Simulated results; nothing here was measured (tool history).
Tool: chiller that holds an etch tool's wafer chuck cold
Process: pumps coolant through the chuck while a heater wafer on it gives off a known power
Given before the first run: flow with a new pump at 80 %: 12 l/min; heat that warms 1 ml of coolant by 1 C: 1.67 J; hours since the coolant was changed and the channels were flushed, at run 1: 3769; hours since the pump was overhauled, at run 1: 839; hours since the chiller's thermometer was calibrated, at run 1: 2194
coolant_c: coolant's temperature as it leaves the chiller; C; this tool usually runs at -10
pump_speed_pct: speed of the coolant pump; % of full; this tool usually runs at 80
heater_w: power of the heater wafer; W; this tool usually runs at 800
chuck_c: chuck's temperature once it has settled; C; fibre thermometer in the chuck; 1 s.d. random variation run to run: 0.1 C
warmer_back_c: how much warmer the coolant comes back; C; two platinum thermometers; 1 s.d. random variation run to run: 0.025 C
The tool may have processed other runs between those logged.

| run | day | coolant_c | pump_speed_pct | heater_w | hours since the coolant was changed and the channels were flushed | hours since the pump was overhauled | hours since the chiller's thermometer was calibrated | chuck_c | warmer_back_c |
|---|---|---|---|---|---|---|---|---|---|
| 1 | 0 | -10 | 80 | 800 | 3769 | 839 | 2194 | -1.1 | 2.46 |
| 2 | 3.55 | -10 | 80 | 800 | 3855 | 925 | 2279 | -1.4 | 2.4 |
| 3 | 6.821 | -10 | 72 | 800 | 3933 | 1003 | 2357 | -0.6 | 2.64 |
| 4 | 9.45 | -10 | 72 | 800 | 3996 | 1066 | 2420 | -0.7 | 2.61 |
| 5 | 13.888 | -10 | 72 | 800 | 4103 | 1173 | 2527 | -0.7 | 2.64 |
|  | 15.779 | coolant changed, channels flushed |
| 6 | 18.175 | -10 | 72 | 800 | 57 | 1270 | 2624 | -0.6 | 2.63 |
| 7 | 20.429 | -10 | 80 | 958 | 112 | 1324 | 2678 | 0.6 | 2.81 |
| 8 | 24.442 | -10 | 80 | 958 | 208 | 1420 | 2774 | 0.6 | 2.82 |
| 9 | 28.112 | -10 | 80 | 958 | 296 | 1508 | 2862 | 0.5 | 2.83 |
|  | 28.45 | chiller's thermometer calibrated |
| 10 | 30.517 | -10 | 80 | 958 | 353 | 1565 | 50 | 0.5 | 2.83 |
| 11 | 32.588 | -10 | 87 | 800 | 402 | 1615 | 99 | -1.5 | 2.13 |
| 12 | 35.158 | -10 | 80 | 800 | 464 | 1676 | 161 | -1.2 | 2.33 |
| 13 | 37.388 | -10 | 62 | 800 | 518 | 1730 | 214 | 0.2 | 3 |
| 14 | 41.65 | -16 | 80 | 800 | 620 | 1832 | 317 | -7.3 | 2.29 |
| 15 | 43.783 | -2 | 97 | 800 | 671 | 1883 | 368 | 5.9 | 1.86 |
| 16 | 47.021 | -11 | 73 | 800 | 749 | 1961 | 446 | -1.6 | 2.52 |
| 17 | 49.738 | -11 | 73 | 800 | 814 | 2026 | 511 | -1.8 | 2.44 |
| 18 | 51.779 | -11 | 73 | 800 | 863 | 2075 | 560 | -1.7 | 2.52 |
| 19 | 55.142 | -11 | 85 | 1034 | 944 | 2156 | 641 | 0.2 | 2.75 |
| 20 | 57.892 | -8 | 62 | 782 | 1010 | 2222 | 707 | 2 | 2.91 |
| 21 | 62.133 | -10 | 70 | 800 | 1112 | 2324 | 808 | -0.5 | 2.55 |
|  | 62.988 | gauge calibrated |
| 22 | 64.6 | -10 | 66 | 1158 | 1171 | 2383 | 868 | 4.5 | 4.2 |
| 23 | 68.012 | -10 | 88 | 471 | 1253 | 2465 | 949 | -5.1 | 1.25 |
| 24 | 72.525 | -12 | 67 | 689 | 1361 | 2573 | 1058 | -3.6 | 2.45 |
| 25 | 75.758 | -5 | 74 | 689 | 1439 | 2651 | 1135 | 2.9 | 2.19 |
| 26 | 79.329 | -5 | 74 | 689 | 1524 | 2736 | 1221 | 2.9 | 2.21 |
| 27 | 81.225 | -2 | 71 | 800 | 1570 | 2782 | 1267 | 7.5 | 2.68 |
| 28 | 84.354 | -2 | 71 | 800 | 1645 | 2857 | 1342 | 7.5 | 2.65 |

Alternative continuations, all from the tool just after run 28; predict every row:
| A | 87.392 | -8 | 71 | 428 | 1718 | 2930 | 1415 | ? | ? |
| B | 87.392 | -6 | 94 | 918 | 1718 | 2930 | 1415 | ? | ? |
| C | 87.392 | -2 | 71 | 937 | 1718 | 2930 | 1415 | ? | ? |

| run | chuck_c | warmer_back_c |
|---|---|---|
| A | -3 | 1.36 |
| B | 3.2 | 2.28 |
| C | 9.1 | 3.08 |
Without the tool's hidden state the same runs would have given:
| run | chuck_c | warmer_back_c |
|---|---|---|
| A | -3 | 1.42 |
| B | 3.1 | 2.34 |
| C | 9.1 | 3.15 |
